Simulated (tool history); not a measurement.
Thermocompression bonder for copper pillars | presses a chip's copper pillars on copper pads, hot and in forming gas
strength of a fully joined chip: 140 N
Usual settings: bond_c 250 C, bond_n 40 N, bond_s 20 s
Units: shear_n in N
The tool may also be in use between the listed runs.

{"run": 1, "hour": 0.0, "bond_c": 250, "bond_n": 40, "bond_s": 20, "shear_n": 70.8}
{"run": 2, "hour": 6.4, "bond_c": 250, "bond_n": 40, "bond_s": 20, "shear_n": 70.4}
{"run": 3, "hour": 15.8, "bond_c": 250, "bond_n": 40, "bond_s": 20, "shear_n": 70.3}
{"run": 4, "hour": 24.2, "bond_c": 250, "bond_n": 27, "bond_s": 20, "shear_n": 52.2}
{"run": 5, "hour": 28.9, "bond_c": 250, "bond_n": 27, "bond_s": 20, "shear_n": 51.9}
{"run": 6, "hour": 34.9, "bond_c": 250, "bond_n": 27, "bond_s": 57, "shear_n": 75.6}
{"run": 7, "hour": 40.0, "bond_c": 275, "bond_n": 40, "bond_s": 32, "shear_n": 106.3}
{"run": 8, "hour": 49.6, "bond_c": 250, "bond_n": 40, "bond_s": 12, "shear_n": 58.8}
{"run": 9, "hour": 54.5, "bond_c": 269, "bond_n": 40, "bond_s": 20, "shear_n": 89.1}
{"run": 10, "hour": 62.5, "bond_c": 250, "bond_n": 36, "bond_s": 10, "shear_n": 50.2}
{"run": 11, "hour": 66.8, "bond_c": 250, "bond_n": 28, "bond_s": 12, "shear_n": 43.4}

3 ways to go on from here, each from the tool as it stands after run 11. What would each give?
{"run": "A", "hour": 76.5, "bond_c": 239, "bond_n": 37, "bond_s": 21, "shear_n": "?"}
{"run": "B", "hour": 76.5, "bond_c": 250, "bond_n": 28, "bond_s": 37, "shear_n": "?"}
{"run": "C", "hour": 76.5, "bond_c": 250, "bond_n": 28, "bond_s": 17, "shear_n": "?"}

run=A shear_n=56.8
run=B shear_n=67.6
run=C shear_n=50.1
Without the tool's hidden state the same runs would have given:
run=A shear_n=59.7
run=B shear_n=71
run=C shear_n=52.7
